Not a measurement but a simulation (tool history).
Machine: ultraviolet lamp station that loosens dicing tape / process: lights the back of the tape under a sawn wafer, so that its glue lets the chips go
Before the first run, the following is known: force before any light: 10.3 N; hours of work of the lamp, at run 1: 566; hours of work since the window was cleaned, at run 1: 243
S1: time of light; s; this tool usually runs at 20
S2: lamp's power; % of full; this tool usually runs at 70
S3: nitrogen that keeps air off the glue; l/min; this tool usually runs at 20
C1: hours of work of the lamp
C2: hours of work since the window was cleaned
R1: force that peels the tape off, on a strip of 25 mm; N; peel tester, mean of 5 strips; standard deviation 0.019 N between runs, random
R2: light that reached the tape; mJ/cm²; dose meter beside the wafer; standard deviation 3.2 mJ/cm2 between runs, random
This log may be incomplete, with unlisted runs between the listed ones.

run,hour,S1,S2,S3,C1,C2,R1,R2
1,0.0,20,70,20,566,243,0.925,504
# hour 1.8: window cleaned of glue's vapour
2,13.3,20,63,20,575,8,1.104,454
3,34.1,12,70,20,589,22,2.279,300
4,50.2,20,70,20,601,34,0.887,499
5,74.0,20,70,20,617,50,0.895,501
6,98.3,20,70,20,634,67,0.871,503
7,123.3,20,96,20,652,85,0.444,691
8,137.5,20,96,20,661,94,0.464,690
# hour 151.8: lamp changed
9,159.8,20,70,9,6,109,1.442,505
10,188.4,20,70,9,25,129,1.497,506
11,208.1,20,70,9,39,143,1.477,505
12,221.0,20,70,9,48,152,1.471,502
13,244.5,20,70,9,65,168,1.483,507
14,256.7,34,70,22,73,177,0.298,855
15,270.3,29,70,8,82,186,0.780,731
16,284.3,24,70,20,92,196,0.601,605
17,307.1,21,71,7,108,212,1.554,541
18,326.4,21,71,7,122,225,1.474,531
19,342.4,11,95,20,133,236,1.553,375
# hour 353.2: window cleaned of glue's vapour
20,371.2,20,84,20,152,13,0.595,610
21,395.1,26,67,7,169,29,1.161,628

What differs in the tool's unlogged condition from the final listed run ahead of each entry between runs to the first listed run following it?
Between runs 1 and 2: window cleaned of glue's vapour (hour 1.8)
  both runs share identical hidden conditions
Between runs 8 and 9: lamp changed (hour 151.8)
  lamp's light, % of a new lamp's: 99.9 -> 100
Between runs 19 and 20: window cleaned of glue's vapour (hour 353.2)
  both runs share identical hidden conditions

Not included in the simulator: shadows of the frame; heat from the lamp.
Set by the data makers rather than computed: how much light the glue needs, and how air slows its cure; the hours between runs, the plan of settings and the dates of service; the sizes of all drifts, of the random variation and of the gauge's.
